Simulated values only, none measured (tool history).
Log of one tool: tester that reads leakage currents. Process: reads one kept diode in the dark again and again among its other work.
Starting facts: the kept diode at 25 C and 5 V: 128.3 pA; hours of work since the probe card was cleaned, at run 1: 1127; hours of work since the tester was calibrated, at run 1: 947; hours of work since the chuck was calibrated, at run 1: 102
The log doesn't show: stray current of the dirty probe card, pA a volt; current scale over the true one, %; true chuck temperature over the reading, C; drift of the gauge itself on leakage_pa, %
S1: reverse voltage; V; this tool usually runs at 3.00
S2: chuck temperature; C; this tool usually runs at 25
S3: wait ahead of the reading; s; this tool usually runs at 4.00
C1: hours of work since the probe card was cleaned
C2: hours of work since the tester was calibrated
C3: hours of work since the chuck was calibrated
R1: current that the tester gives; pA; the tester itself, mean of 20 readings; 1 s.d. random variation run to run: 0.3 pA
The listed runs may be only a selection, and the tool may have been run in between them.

run,day,S1,S2,S3,C1,C2,C3,R1
1,0.000,3.00,25,4.00,1127,947,102,93.79
2,0.717,3.00,25,4.00,1139,959,114,93.97
3,2.262,3.00,25,4.00,1164,985,140,92.58
4,3.271,3.00,40,4.00,1181,1002,157,370.88
5,4.671,3.00,40,4.00,1204,1025,180,365.46
6,5.571,3.00,40,4.00,1219,1040,195,365.36
7,6.288,3.00,40,4.00,1231,1052,207,363.01
8,7.742,3.00,40,4.00,1255,1076,231,358.48
9,8.400,3.00,25,4.00,1266,1087,242,89.14
10,9.238,8.88,25,4.00,1280,1101,256,163.08
11,10.467,8.88,25,4.00,1301,1121,276,160.94
12,11.738,8.88,25,4.00,1322,1143,298,160.64
13,12.962,8.88,25,4.00,1342,1163,318,158.78
14,14.562,8.88,25,4.00,1369,1189,344,158.36
15,15.500,8.88,25,4.00,1384,1205,360,156.38
16,16.621,8.88,25,4.00,1403,1224,379,155.54
17,17.808,3.00,46,4.00,1423,1243,398,575.31
18,19.312,3.00,46,4.00,1448,1268,423,573.13
19,20.154,3.00,46,4.00,1462,1282,437,566.26
20,21.350,3.00,46,4.00,1482,1302,457,564.78
21,22.608,3.00,46,4.00,1502,1323,478,562.07
22,23.750,3.00,46,4.00,1522,1342,497,557.21
23,25.167,8.15,46,4.28,1545,1366,521,959.64
24,26.400,14.27,46,0.38,1566,1386,541,1310.37
25,27.912,14.27,46,0.32,1591,1411,566,1298.19
26,29.367,3.00,24,4.00,1615,1436,591,71.33
27,30.067,10.40,26,4.00,1626,1447,602,172.58
28,30.796,10.40,22,6.26,1639,1459,614,115.99
29,32.408,10.40,22,6.26,1665,1486,641,114.86
# day 32.738: chuck's temperature calibrated
30,33.221,3.00,33,4.00,1678,1498,8,204.32
31,34.683,1.67,25,1.17,1702,1523,32,69.74
32,35.446,1.67,25,1.17,1715,1535,45,69.07
33,36.579,7.10,35,2.18,1733,1554,64,389.67
34,37.267,4.20,25,7.02,1745,1566,75,113.55
35,38.733,4.20,25,7.02,1769,1590,100,112.30
36,39.512,4.20,25,7.02,1782,1603,113,112.16
37,40.654,4.20,30,0.31,1801,1622,132,183.33
38,42.258,4.20,30,0.31,1828,1649,158,180.99
39,43.121,4.20,30,0.31,1842,1663,173,179.89
40,44.533,3.00,29,1.55,1866,1686,196,132.83
41,45.392,10.03,53,0.69,1880,1701,210,2118.11

Branching from run 41: 3 alternative next runs. What would each branch give?
A,46.454,1.62,25,4.00,1898,1718,228,?
B,46.454,7.55,53,9.48,1898,1718,228,?
C,46.454,3.00,37,4.00,1898,1718,228,?

run,R1
A,63.25
B,1796.50
C,272.65
The same runs, with their run-to-run variation unchanged, on a tool lacking any hidden condition would have given:
run,R1
A,69.00
B,1940.60
C,296.41

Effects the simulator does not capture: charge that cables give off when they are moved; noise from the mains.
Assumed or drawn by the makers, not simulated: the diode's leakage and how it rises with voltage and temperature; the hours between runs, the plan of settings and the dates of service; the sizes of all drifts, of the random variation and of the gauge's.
